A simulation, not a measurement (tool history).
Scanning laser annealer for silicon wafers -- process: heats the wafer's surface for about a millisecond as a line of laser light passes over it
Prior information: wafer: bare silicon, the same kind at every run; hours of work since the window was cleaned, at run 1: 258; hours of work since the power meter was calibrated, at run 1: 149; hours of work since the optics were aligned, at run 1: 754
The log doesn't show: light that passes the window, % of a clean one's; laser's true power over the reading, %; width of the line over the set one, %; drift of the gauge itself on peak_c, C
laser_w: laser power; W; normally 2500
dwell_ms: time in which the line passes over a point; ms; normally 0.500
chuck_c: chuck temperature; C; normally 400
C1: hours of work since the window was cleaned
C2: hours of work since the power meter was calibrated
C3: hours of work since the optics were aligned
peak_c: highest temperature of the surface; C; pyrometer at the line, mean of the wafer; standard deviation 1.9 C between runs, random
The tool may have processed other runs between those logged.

{"run": 1, "hour": 0.0, "laser_w": 2500, "dwell_ms": 0.5, "chuck_c": 400, "C1": 258, "C2": 149, "C3": 754, "peak_c": 1159}
{"run": 2, "hour": 5.8, "laser_w": 2500, "dwell_ms": 0.5, "chuck_c": 400, "C1": 262, "C2": 153, "C3": 758, "peak_c": 1157}
{"run": 3, "hour": 14.5, "laser_w": 2500, "dwell_ms": 0.5, "chuck_c": 429, "C1": 268, "C2": 159, "C3": 765, "peak_c": 1189}
{"run": 4, "hour": 22.2, "laser_w": 2500, "dwell_ms": 0.5, "chuck_c": 429, "C1": 274, "C2": 164, "C3": 770, "peak_c": 1189}
{"run": 5, "hour": 30.7, "laser_w": 2500, "dwell_ms": 0.5, "chuck_c": 429, "C1": 280, "C2": 170, "C3": 776, "peak_c": 1188}
{"run": 6, "hour": 38.9, "laser_w": 2500, "dwell_ms": 0.5, "chuck_c": 429, "C1": 285, "C2": 176, "C3": 782, "peak_c": 1185}
{"hour": 42.6, "done": "laser's power meter calibrated"}
{"run": 7, "hour": 47.2, "laser_w": 2500, "dwell_ms": 0.615, "chuck_c": 432, "C1": 289, "C2": 3, "C3": 785, "peak_c": 1281}
{"run": 8, "hour": 53.0, "laser_w": 2500, "dwell_ms": 0.386, "chuck_c": 400, "C1": 293, "C2": 7, "C3": 790, "peak_c": 1057}
{"run": 9, "hour": 60.9, "laser_w": 2500, "dwell_ms": 0.386, "chuck_c": 400, "C1": 299, "C2": 13, "C3": 795, "peak_c": 1054}
{"run": 10, "hour": 65.0, "laser_w": 2500, "dwell_ms": 0.386, "chuck_c": 400, "C1": 302, "C2": 16, "C3": 798, "peak_c": 1057}
{"run": 11, "hour": 73.0, "laser_w": 2510, "dwell_ms": 0.58, "chuck_c": 384, "C1": 307, "C2": 21, "C3": 804, "peak_c": 1208}
{"run": 12, "hour": 82.6, "laser_w": 2218, "dwell_ms": 0.58, "chuck_c": 432, "C1": 314, "C2": 28, "C3": 810, "peak_c": 1166}

Pick out some run-to-run changes in peak_c. Of each, how much would a tool without hidden state show as well, from the settings, what came in and chance, and how much is left for the hidden state and any gauge scatter not in both results compared?
Run 7 -> 8: dwell_ms 0.615 -> 0.386, chuck_c 432 -> 400. peak_c -224 C: hidden state +4, all else -228.
Run 10 -> 11: laser_w 2500 -> 2510, dwell_ms 0.386 -> 0.580, chuck_c 400 -> 384. peak_c +151 C: hidden state -5, all else +156.
